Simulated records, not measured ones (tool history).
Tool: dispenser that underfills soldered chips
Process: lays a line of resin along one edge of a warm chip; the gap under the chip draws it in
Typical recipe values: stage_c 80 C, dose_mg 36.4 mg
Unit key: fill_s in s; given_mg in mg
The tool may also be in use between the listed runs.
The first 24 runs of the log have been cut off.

run,hour,stage_c,dose_mg,hours of work since the syringe was changed,hours of work since the valve was cleaned,hours of work since the stage was calibrated,fill_s,given_mg
25,183.7,79,41.0,6,32,335,309.9,40.28
# hour 188.7: new syringe of resin
26,188.7,79,41.0,0,36,339,187.3,40.67
27,197.8,78,47.2,7,42,345,312.4,46.06
# hour 203.1: new syringe of resin
28,208.4,78,47.2,4,50,353,251.2,46.01
# hour 211.9: stage's temperature calibrated
# hour 218.2: new syringe of resin
29,219.0,80,34.1,1,57,5,201.7,33.00
30,224.0,69,43.1,4,60,9,387.4,41.69
31,230.8,69,43.1,9,65,14,558.5,41.59
# hour 232.1: new syringe of resin
32,241.8,85,35.6,7,73,21,261.4,34.48

Run 33, settings as shown, results not yet in. Your forecast:
# hour 246.0: new syringe of resin
33,248.9,68,43.5,2,78,26,?,?

fill_s: 345.3 s
given_mg: 41.92 mg
With the hidden condition absent and the run-to-run variation left alone, this run would have shown fill_s 295.0 s, given_mg 43.61 mg.
